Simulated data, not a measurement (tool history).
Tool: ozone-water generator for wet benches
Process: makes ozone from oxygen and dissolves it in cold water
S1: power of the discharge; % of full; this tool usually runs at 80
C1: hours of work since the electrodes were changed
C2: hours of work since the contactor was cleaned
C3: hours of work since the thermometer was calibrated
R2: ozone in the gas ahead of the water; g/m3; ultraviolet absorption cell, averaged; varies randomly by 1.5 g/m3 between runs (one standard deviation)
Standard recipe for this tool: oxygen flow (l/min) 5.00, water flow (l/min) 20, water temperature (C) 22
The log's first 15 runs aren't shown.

run 16 day=27.050 | S1=80 oxygen_flow_(l/min)=5.00 water_flow_(l/min)=20 water_temperature_(C)=17 | C1=1579 C2=75 C3=1715 | dissolved_ozone_(ppm)=22.9 R2=265.9
-- day=28.488 contactor cleaned, once more
run 17 day=29.117 | S1=56 oxygen_flow_(l/min)=5.00 water_flow_(l/min)=20 water_temperature_(C)=17 | C1=1617 C2=12 C3=1753 | dissolved_ozone_(ppm)=19.5 R2=218.0
run 18 day=31.292 | S1=51 oxygen_flow_(l/min)=5.00 water_flow_(l/min)=20 water_temperature_(C)=25 | C1=1660 C2=55 C3=1796 | dissolved_ozone_(ppm)=16.5 R2=207.0
run 19 day=33.617 | S1=47 oxygen_flow_(l/min)=3.42 water_flow_(l/min)=20 water_temperature_(C)=22 | C1=1705 C2=101 C3=1841 | dissolved_ozone_(ppm)=15.1 R2=225.7
run 20 day=34.908 | S1=67 oxygen_flow_(l/min)=5.00 water_flow_(l/min)=20 water_temperature_(C)=20 | C1=1731 C2=126 C3=1867 | dissolved_ozone_(ppm)=20.6 R2=242.7
run 21 day=37.025 | S1=49 oxygen_flow_(l/min)=4.22 water_flow_(l/min)=21 water_temperature_(C)=22 | C1=1772 C2=168 C3=1908 | dissolved_ozone_(ppm)=15.7 R2=216.0
run 22 day=38.846 | S1=92 oxygen_flow_(l/min)=5.00 water_flow_(l/min)=14 water_temperature_(C)=18 | C1=1808 C2=204 C3=1944 | dissolved_ozone_(ppm)=32.8 R2=290.6
run 23 day=40.800 | S1=74 oxygen_flow_(l/min)=2.95 water_flow_(l/min)=28 water_temperature_(C)=22 | C1=1847 C2=242 C3=1983 | dissolved_ozone_(ppm)=13.6 R2=306.4
run 24 day=42.121 | S1=74 oxygen_flow_(l/min)=2.95 water_flow_(l/min)=23 water_temperature_(C)=22 | C1=1873 C2=268 C3=2009 | dissolved_ozone_(ppm)=16.3 R2=301.3
run 25 day=43.288 | S1=74 oxygen_flow_(l/min)=2.95 water_flow_(l/min)=23 water_temperature_(C)=22 | C1=1896 C2=291 C3=2032 | dissolved_ozone_(ppm)=16.2 R2=303.9
run 26 day=44.588 | S1=78 oxygen_flow_(l/min)=5.38 water_flow_(l/min)=20 water_temperature_(C)=22 | C1=1921 C2=317 C3=2057 | dissolved_ozone_(ppm)=21.9 R2=257.5
run 27 day=45.871 | S1=78 oxygen_flow_(l/min)=5.38 water_flow_(l/min)=20 water_temperature_(C)=22 | C1=1947 C2=342 C3=2083 | dissolved_ozone_(ppm)=21.8 R2=256.1
run 28 day=46.933 | S1=83 oxygen_flow_(l/min)=2.78 water_flow_(l/min)=31 water_temperature_(C)=20 | C1=1967 C2=363 C3=2103 | dissolved_ozone_(ppm)=12.9 R2=329.6
run 29 day=49.142 | S1=50 oxygen_flow_(l/min)=8.15 water_flow_(l/min)=17 water_temperature_(C)=22 | C1=2011 C2=407 C3=2147 | dissolved_ozone_(ppm)=19.9 R2=175.3
run 30 day=50.312 | S1=45 oxygen_flow_(l/min)=8.15 water_flow_(l/min)=17 water_temperature_(C)=15 | C1=2034 C2=430 C3=2170 | dissolved_ozone_(ppm)=21.6 R2=165.4
run 31 day=52.683 | S1=59 oxygen_flow_(l/min)=2.73 water_flow_(l/min)=22 water_temperature_(C)=18 | C1=2081 C2=476 C3=2217 | dissolved_ozone_(ppm)=15.2 R2=274.9
run 32 day=54.362 | S1=80 oxygen_flow_(l/min)=3.66 water_flow_(l/min)=27 water_temperature_(C)=22 | C1=2114 C2=509 C3=2250 | dissolved_ozone_(ppm)=15.6 R2=293.0

Forecast each of these 4 alternatives for the next run:
run A day=56.275 | S1=80 oxygen_flow_(l/min)=7.20 water_flow_(l/min)=27 water_temperature_(C)=22 | C1=2151 C2=547 C3=2287 | dissolved_ozone_(ppm)=? R2=?
run B day=56.275 | S1=52 oxygen_flow_(l/min)=4.29 water_flow_(l/min)=13 water_temperature_(C)=22 | C1=2151 C2=547 C3=2287 | dissolved_ozone_(ppm)=? R2=?
run C day=56.275 | S1=81 oxygen_flow_(l/min)=5.00 water_flow_(l/min)=14 water_temperature_(C)=17 | C1=2151 C2=547 C3=2287 | dissolved_ozone_(ppm)=? R2=?
run D day=56.275 | S1=41 oxygen_flow_(l/min)=8.47 water_flow_(l/min)=27 water_temperature_(C)=19 | C1=2151 C2=547 C3=2287 | dissolved_ozone_(ppm)=? R2=?

run=A dissolved_ozone_(ppm)=18.9 R2=234.8
run=B dissolved_ozone_(ppm)=22.4 R2=223.3
run=C dissolved_ozone_(ppm)=30.4 R2=263.6
run=D dissolved_ozone_(ppm)=14.4 R2=155.7
The same runs, with their run-to-run variation unchanged, on a tool lacking any hidden condition would have given:
run=A dissolved_ozone_(ppm)=19.6 R2=242.2
run=B dissolved_ozone_(ppm)=23.1 R2=228.7
run=C dissolved_ozone_(ppm)=31.5 R2=272.0
run=D dissolved_ozone_(ppm)=14.7 R2=158.9
